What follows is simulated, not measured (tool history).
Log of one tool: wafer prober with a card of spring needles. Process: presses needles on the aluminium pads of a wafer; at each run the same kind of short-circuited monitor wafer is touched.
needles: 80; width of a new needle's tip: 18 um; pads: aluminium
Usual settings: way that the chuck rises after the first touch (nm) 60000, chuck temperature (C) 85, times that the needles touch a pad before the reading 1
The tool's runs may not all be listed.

run	hour	way that the chuck rises after the first touch (nm)	chuck temperature (C)	times that the needles touch a pad before the reading	resistance of one needle with its contact and lead (mohm)	way that a needle slides on the pad (nm)
1	0	60000	85	1	426	13960
# hour 5.9: tips cleaned on abrasive film
# hour 27.8: tips cleaned on abrasive film
2	34.6	60000	85	3	225	13940
# hour 48: tips cleaned on abrasive film
# hour 67.8: tips cleaned on abrasive film
3	74.3	60000	85	1	324	13830
# hour 89.1: tips cleaned on abrasive film
4	105.9	60000	85	1	435	13920
# hour 109.4: tips cleaned on abrasive film
# hour 109.7: height of the first contact set anew
# hour 130.6: tips cleaned on abrasive film
5	141.6	60000	85	1	371	14120
# hour 152.4: tips cleaned on abrasive film
# hour 172.2: tips cleaned on abrasive film
6	174.5	60000	85	1	250	14010
# hour 192.2: tips cleaned on abrasive film
7	192.2	60000	85	1	190	14050
# hour 213.8: tips cleaned on abrasive film
8	215.9	60000	85	1	254	14050
# hour 233.8: tips cleaned on abrasive film
# hour 254.9: tips cleaned on abrasive film
9	254.9	60000	85	1	205	13960
10	271.6	60000	85	1	436	13970
# hour 277.4: tips cleaned on abrasive film
11	293.9	60000	85	1	434	13960
# hour 300.2: tips cleaned on abrasive film
12	319.8	60000	85	1	458	13910
# hour 321.8: tips cleaned on abrasive film
# hour 342.8: tips cleaned on abrasive film
13	343.9	60000	85	1	235	13800
# hour 364.1: tips cleaned on abrasive film
14	375.2	60000	40	1	395	13830
# hour 385.3: tips cleaned on abrasive film
# hour 398.4: height of the first contact set anew
15	398.4	60000	85	1	406	14120
# hour 405.4: tips cleaned on abrasive film
# hour 425.7: tips cleaned on abrasive film
16	425.7	60000	85	1	199	14150
17	442.4	60000	35	1	451	14110
# hour 446.5: tips cleaned on abrasive film
# hour 466.7: tips cleaned on abrasive film
18	467.4	60000	47	2	187	14010
# hour 487.7: tips cleaned on abrasive film
19	496.2	60000	47	2	281	14010
# hour 508.5: tips cleaned on abrasive film
20	513.2	59000	47	2	245	13800
# hour 531.3: tips cleaned on abrasive film
21	545.7	59000	47	2	332	13720

Run 22 comes next. What will it give?
# hour 553.7: tips cleaned on abrasive film
22	562.3	64000	27	1	?	?

Run 22 gave resistance of one needle with its contact and lead (mohm) 321, way that a needle slides on the pad (nm) 14990.
Without the tool's hidden state the same run would have given resistance of one needle with its contact and lead (mohm) 154, way that a needle slides on the pad (nm) 15170.
